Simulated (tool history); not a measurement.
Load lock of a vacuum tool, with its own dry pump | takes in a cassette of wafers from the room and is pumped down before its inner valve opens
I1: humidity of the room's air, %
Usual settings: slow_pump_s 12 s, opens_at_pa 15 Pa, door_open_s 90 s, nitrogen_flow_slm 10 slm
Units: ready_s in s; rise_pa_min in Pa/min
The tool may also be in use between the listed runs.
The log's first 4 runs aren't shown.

{"run": 5, "hour": 228.2, "slow_pump_s": 12, "opens_at_pa": 15, "door_open_s": 90, "nitrogen_flow_slm": 7, "I1": 43.1, "ready_s": 22.1, "rise_pa_min": 0.084}
{"run": 6, "hour": 313.1, "slow_pump_s": 12, "opens_at_pa": 15, "door_open_s": 90, "nitrogen_flow_slm": 7, "I1": 45.2, "ready_s": 22.0, "rise_pa_min": 0.091}
{"run": 7, "hour": 372.5, "slow_pump_s": 12, "opens_at_pa": 23, "door_open_s": 90, "nitrogen_flow_slm": 7, "I1": 45.7, "ready_s": 21.6, "rise_pa_min": 0.089}
{"run": 8, "hour": 449.7, "slow_pump_s": 12, "opens_at_pa": 23, "door_open_s": 90, "nitrogen_flow_slm": 7, "I1": 47.9, "ready_s": 21.7, "rise_pa_min": 0.095}
{"run": 9, "hour": 527.4, "slow_pump_s": 12, "opens_at_pa": 23, "door_open_s": 90, "nitrogen_flow_slm": 7, "I1": 42.4, "ready_s": 21.6, "rise_pa_min": 0.09}
{"run": 10, "hour": 584.7, "slow_pump_s": 12, "opens_at_pa": 15, "door_open_s": 90, "nitrogen_flow_slm": 10, "I1": 40.6, "ready_s": 22.2, "rise_pa_min": 0.078}
{"run": 11, "hour": 639.8, "slow_pump_s": 12, "opens_at_pa": 15, "door_open_s": 90, "nitrogen_flow_slm": 9, "I1": 47.1, "ready_s": 22.1, "rise_pa_min": 0.087}
{"run": 12, "hour": 678.2, "slow_pump_s": 12, "opens_at_pa": 15, "door_open_s": 90, "nitrogen_flow_slm": 9, "I1": 45.7, "ready_s": 22.2, "rise_pa_min": 0.082}
{"run": 13, "hour": 748.8, "slow_pump_s": 19, "opens_at_pa": 15, "door_open_s": 90, "nitrogen_flow_slm": 10, "I1": 45.5, "ready_s": 27.7, "rise_pa_min": 0.08}
{"run": 14, "hour": 800.0, "slow_pump_s": 19, "opens_at_pa": 15, "door_open_s": 90, "nitrogen_flow_slm": 10, "I1": 46.1, "ready_s": 27.0, "rise_pa_min": 0.084}
{"run": 15, "hour": 865.4, "slow_pump_s": 19, "opens_at_pa": 15, "door_open_s": 90, "nitrogen_flow_slm": 10, "I1": 47.8, "ready_s": 27.3, "rise_pa_min": 0.084}
{"run": 16, "hour": 906.1, "slow_pump_s": 12, "opens_at_pa": 15, "door_open_s": 58, "nitrogen_flow_slm": 10, "I1": 45.8, "ready_s": 22.2, "rise_pa_min": 0.067}
{"run": 17, "hour": 958.2, "slow_pump_s": 12, "opens_at_pa": 15, "door_open_s": 58, "nitrogen_flow_slm": 10, "I1": 49.7, "ready_s": 22.5, "rise_pa_min": 0.077}
{"run": 18, "hour": 1007.6, "slow_pump_s": 12, "opens_at_pa": 15, "door_open_s": 58, "nitrogen_flow_slm": 10, "I1": 40.7, "ready_s": 22.3, "rise_pa_min": 0.063}
{"run": 19, "hour": 1094.1, "slow_pump_s": 12, "opens_at_pa": 15, "door_open_s": 240, "nitrogen_flow_slm": 10, "I1": 43.7, "ready_s": 22.1, "rise_pa_min": 0.136}
{"run": 20, "hour": 1164.9, "slow_pump_s": 12, "opens_at_pa": 15, "door_open_s": 240, "nitrogen_flow_slm": 15, "I1": 47.1, "ready_s": 22.6, "rise_pa_min": 0.122}
{"run": 21, "hour": 1205.0, "slow_pump_s": 12, "opens_at_pa": 16, "door_open_s": 156, "nitrogen_flow_slm": 10, "I1": 45.2, "ready_s": 22.0, "rise_pa_min": 0.107}
{"run": 22, "hour": 1276.7, "slow_pump_s": 12, "opens_at_pa": 16, "door_open_s": 152, "nitrogen_flow_slm": 10, "I1": 44.7, "ready_s": 22.3, "rise_pa_min": 0.106}
{"run": 23, "hour": 1357.3, "slow_pump_s": 12, "opens_at_pa": 23, "door_open_s": 90, "nitrogen_flow_slm": 16, "I1": 46.6, "ready_s": 21.7, "rise_pa_min": 0.074}
{"run": 24, "hour": 1406.7, "slow_pump_s": 12, "opens_at_pa": 11, "door_open_s": 90, "nitrogen_flow_slm": 11, "I1": 47.6, "ready_s": 23.0, "rise_pa_min": 0.091}
{"run": 25, "hour": 1479.4, "slow_pump_s": 12, "opens_at_pa": 11, "door_open_s": 26, "nitrogen_flow_slm": 11, "I1": 42.9, "ready_s": 22.6, "rise_pa_min": 0.041}
{"run": 26, "hour": 1517.6, "slow_pump_s": 12, "opens_at_pa": 13, "door_open_s": 26, "nitrogen_flow_slm": 10, "I1": 46.2, "ready_s": 22.7, "rise_pa_min": 0.043}

Forecast run 27:
{"run": 27, "hour": 1567.8, "slow_pump_s": 12, "opens_at_pa": 13, "door_open_s": 229, "nitrogen_flow_slm": 10, "I1": 44.9, "ready_s": "?", "rise_pa_min": "?"}

Run 27 gave ready_s 22.4 s, rise_pa_min 0.136 Pa/min.
Without the tool's hidden state the same run would have given ready_s 22.4 s, rise_pa_min 0.135 Pa/min.
